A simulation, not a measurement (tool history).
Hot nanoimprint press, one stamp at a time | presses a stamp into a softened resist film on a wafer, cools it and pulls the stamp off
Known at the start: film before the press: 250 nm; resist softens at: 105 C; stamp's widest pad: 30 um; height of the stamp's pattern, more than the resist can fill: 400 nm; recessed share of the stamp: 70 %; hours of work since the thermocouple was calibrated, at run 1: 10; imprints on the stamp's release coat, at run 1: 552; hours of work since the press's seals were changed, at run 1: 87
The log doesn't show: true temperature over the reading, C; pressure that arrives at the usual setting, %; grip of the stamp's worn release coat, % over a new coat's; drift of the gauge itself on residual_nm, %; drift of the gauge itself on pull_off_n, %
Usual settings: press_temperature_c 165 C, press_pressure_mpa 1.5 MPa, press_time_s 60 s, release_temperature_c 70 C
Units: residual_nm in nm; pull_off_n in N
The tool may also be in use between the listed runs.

run   hour  press_temperature_c  press_pressure_mpa  press_time_s  release_temperature_c  hours of work since the thermocouple was calibrated  imprints on the stamp's release coat  hours of work since the press's seals were changed  residual_nm  pull_off_n
  1      0                  165                 1.5            60                     70                                                   10                                   552                                                  87        147.1         181
      19.5  -- stamp cleaned and given a new release coat
  2     25                  165                 1.5            60                     70                                                   22                                    21                                                  98        147.6         159
  3   38.6                  165                 1.5            60                     70                                                   30                                    72                                                 106        147.7         159
  4   55.3                  165                 1.5            60                     70                                                   40                                   136                                                 116        146.8         166
  5   73.8                  165                0.99            60                     70                                                   51                                   206                                                 128        174.4         174
  6   83.5                  165                 1.5            60                     70                                                   57                                   243                                                 133        147.8         171
  7     98                  165                 1.5            60                     70                                                   66                                   298                                                 142          145         172
  8  120.5                  165                 1.5            60                     70                                                   79                                   384                                                 156          147         176
  9  131.2                  165                 1.5            60                     70                                                   85                                   424                                                 162        144.9         179
 10    154                  165                 1.5            60                     70                                                   99                                   511                                                 176          147         182
 11  168.1                  165                 1.5            60                     74                                                  108                                   565                                                 184        145.7         171
     184.9  -- stamp cleaned and given a new release coat
 12  191.7                  165                 1.5            60                     64                                                  118                                    26                                                 195        145.1         173
 13  209.5                  165                 1.5            60                     64                                                  129                                    94                                                 205        146.5         178
 14  220.1                  165                2.03            60                     64                                                  135                                   134                                                 212        123.9         178
 15  239.8                  165                 1.5            92                     70                                                  147                                   209                                                 223        127.5         171
 16  255.1                  165                 1.5            92                     70                                                  156                                   267                                                 233        126.5         174
 17  272.7                  176                 1.5            35                     70                                                  167                                   334                                                 243         99.3         170
 18  283.1                  176                 1.5            35                     70                                                  173                                   373                                                 249         98.5         168
 19  299.7                  176                 1.5            35                     70                                                  183                                   437                                                 259         99.8         184
 20  309.9                  161                1.65            66                     75                                                  189                                   475                                                 266        163.8         172
 21  331.9                  161                1.65            66                     75                                                  202                                   559                                                 279        164.3         171
     349.6  -- stamp cleaned and given a new release coat
 22  349.6                  161                1.65            45                     71                                                  209                                     0                                                 286        178.6         165
 23  366.3                  161                0.92            60                     70                                                  219                                    64                                                 296        202.2         164
 24  386.2                  166                0.92            67                     73                                                  231                                   139                                                 308        163.9         162
 25  407.9                  171                 1.5            60                     65                                                  244                                   222                                                 321        104.5         178
 26  423.9                  171                 1.5            60                     65                                                  254                                   283                                                 330        105.5         182
 27  446.3                  171                 1.5            60                     65                                                  267                                   368                                                 344        105.5         193
 28    467                  172                1.79            60                     64                                                  280                                   447                                                 356           90         191
 29    484                  165                1.62            90                     67                                                  290                                   511                                                 366          119         190
 30  507.1                  165                1.62            90                     67                                                  304                                   599                                                 380        120.9         191
     514.3  -- stamp cleaned and given a new release coat
 31  528.6                  164                 1.5            60                     70                                                  313                                    54                                                 389        149.1         161

3 ways to go on from here, each from the tool as it stands after run 31. What would each give?
  A  542.9                  164                 1.5            60                     70                                                  322                                   108                                                 398            ?           ?
  B  542.9                  165                 1.5            69                     70                                                  322                                   108                                                 398            ?           ?
  C  542.9                  165                2.08           105                     60                                                  322                                   108                                                 398            ?           ?

run  residual_nm  pull_off_n
  A        148.7         166
  B        134.5         166
  C         99.5         184
Without the tool's hidden state the same runs would have given:
run  residual_nm  pull_off_n
  A        155.6         164
  B        141.1         165
  C        104.8         182
